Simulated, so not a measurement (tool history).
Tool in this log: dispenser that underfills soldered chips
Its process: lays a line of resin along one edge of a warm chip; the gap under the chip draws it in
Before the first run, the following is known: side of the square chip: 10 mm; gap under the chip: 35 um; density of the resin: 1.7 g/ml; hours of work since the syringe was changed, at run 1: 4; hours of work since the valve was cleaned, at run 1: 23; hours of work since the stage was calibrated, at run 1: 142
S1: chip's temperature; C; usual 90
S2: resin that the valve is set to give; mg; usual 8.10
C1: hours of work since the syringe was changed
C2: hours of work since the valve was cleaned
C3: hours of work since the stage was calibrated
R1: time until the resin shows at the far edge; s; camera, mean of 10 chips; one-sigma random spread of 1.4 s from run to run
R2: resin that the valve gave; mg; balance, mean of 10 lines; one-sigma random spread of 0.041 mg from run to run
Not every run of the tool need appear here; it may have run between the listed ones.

| run | hour | S1 | S2 | C1 | C2 | C3 | R1 | R2 |
|---|---|---|---|---|---|---|---|---|
| 1 | 0.0 | 90 | 8.10 | 4 | 23 | 142 | 166.0 | 7.99 |
|  | 6.1 | new syringe of resin |
| 2 | 7.2 | 98 | 8.10 | 1 | 28 | 147 | 110.9 | 7.87 |
| 3 | 15.9 | 98 | 9.31 | 7 | 35 | 154 | 154.1 | 9.06 |
|  | 17.8 | new syringe of resin |
| 4 | 25.8 | 98 | 9.31 | 6 | 42 | 161 | 145.0 | 9.07 |
|  | 29.8 | new syringe of resin |
| 5 | 34.8 | 98 | 9.31 | 4 | 48 | 167 | 126.9 | 8.97 |
|  | 41.5 | new syringe of resin |
| 6 | 44.7 | 98 | 9.31 | 2 | 56 | 175 | 115.8 | 8.94 |
|  | 53.3 | new syringe of resin |
| 7 | 53.9 | 98 | 9.31 | 0 | 62 | 181 | 105.3 | 8.84 |
| 8 | 58.1 | 98 | 9.31 | 4 | 65 | 184 | 123.7 | 8.84 |
|  | 65.1 | new syringe of resin |
| 9 | 66.0 | 98 | 9.31 | 1 | 71 | 190 | 107.8 | 8.79 |
| 10 | 72.1 | 98 | 9.31 | 5 | 76 | 195 | 138.4 | 8.79 |
|  | 77.3 | new syringe of resin |
| 11 | 77.8 | 90 | 8.10 | 0 | 80 | 199 | 136.8 | 7.58 |
| 12 | 86.8 | 90 | 8.10 | 7 | 86 | 205 | 197.5 | 7.54 |
|  | 89.2 | new syringe of resin |
| 13 | 91.5 | 90 | 8.10 | 2 | 90 | 209 | 143.4 | 7.51 |
|  | 96.1 | dispensing valve cleaned and set on the balance |
| 14 | 96.6 | 90 | 8.10 | 5 | 0 | 212 | 168.7 | 8.09 |
|  | 102.1 | new syringe of resin |
| 15 | 103.7 | 90 | 7.22 | 1 | 5 | 217 | 143.0 | 7.14 |
| 16 | 111.8 | 90 | 7.22 | 7 | 11 | 223 | 200.8 | 7.16 |
|  | 113.8 | new syringe of resin |
| 17 | 118.6 | 84 | 8.10 | 4 | 16 | 228 | 184.0 | 8.01 |
| 18 | 124.8 | 84 | 8.10 | 8 | 21 | 232 | 241.6 | 7.98 |
|  | 125.6 | new syringe of resin |
| 19 | 134.3 | 90 | 8.23 | 6 | 28 | 239 | 185.2 | 8.04 |
|  | 137.7 | new syringe of resin |
| 20 | 140.4 | 105 | 8.51 | 2 | 32 | 243 | 94.5 | 8.36 |
| 21 | 148.9 | 105 | 6.94 | 8 | 38 | 250 | 144.2 | 6.66 |
|  | 149.7 | new syringe of resin |
| 22 | 157.6 | 102 | 9.27 | 6 | 45 | 256 | 124.1 | 8.92 |
|  | 161.6 | new syringe of resin |
| 23 | 165.3 | 102 | 9.96 | 3 | 50 | 262 | 105.1 | 9.57 |
| 24 | 172.4 | 93 | 9.33 | 8 | 56 | 267 | 176.8 | 9.00 |
|  | 173.5 | new syringe of resin |
| 25 | 177.4 | 93 | 6.91 | 3 | 59 | 270 | 149.1 | 6.54 |
| 26 | 182.3 | 94 | 8.10 | 7 | 63 | 274 | 168.4 | 7.72 |
|  | 185.0 | new syringe of resin |
| 27 | 191.6 | 99 | 9.11 | 5 | 69 | 281 | 132.4 | 8.68 |
|  | 197.0 | new syringe of resin |
| 28 | 197.5 | 82 | 9.61 | 0 | 74 | 285 | 155.9 | 9.08 |
| 29 | 203.1 | 88 | 8.09 | 5 | 78 | 289 | 172.6 | 7.60 |
|  | 208.9 | new syringe of resin |
| 30 | 213.1 | 84 | 9.17 | 3 | 85 | 296 | 171.4 | 8.61 |
| 31 | 217.2 | 101 | 7.04 | 6 | 88 | 299 | 143.7 | 6.49 |
|  | 220.8 | new syringe of resin |
|  | 224.7 | dispensing valve cleaned and set on the balance |
| 32 | 225.2 | 76 | 9.11 | 3 | 0 | 304 | 216.1 | 9.10 |
| 33 | 231.7 | 95 | 9.20 | 7 | 5 | 309 | 163.6 | 9.23 |
|  | 233.4 | new syringe of resin |
| 34 | 239.1 | 81 | 7.90 | 4 | 10 | 314 | 210.5 | 7.88 |
|  | 245.0 | new syringe of resin |
| 35 | 247.3 | 81 | 7.58 | 2 | 16 | 320 | 183.5 | 7.56 |
| 36 | 252.8 | 81 | 7.58 | 6 | 20 | 324 | 228.8 | 7.41 |

Predict each of these 3 candidate next runs independently; none follows another, all start after run 36:
|  | 256.7 | new syringe of resin |
| A | 260.6 | 90 | 8.61 | 3 | 26 | 330 | ? | ? |
|  | 256.7 | new syringe of resin |
| B | 260.6 | 99 | 8.10 | 3 | 26 | 330 | ? | ? |
|  | 256.7 | new syringe of resin |
| C | 260.6 | 90 | 9.73 | 3 | 26 | 330 | ? | ? |

| run | R1 | R2 |
|---|---|---|
| A | 148.3 | 8.43 |
| B | 118.6 | 7.96 |
| C | 146.6 | 9.54 |
What these runs would have given with no unlogged condition in the tool:
| run | R1 | R2 |
|---|---|---|
| A | 130.7 | 8.61 |
| B | 104.1 | 8.12 |
| C | 129.4 | 9.74 |
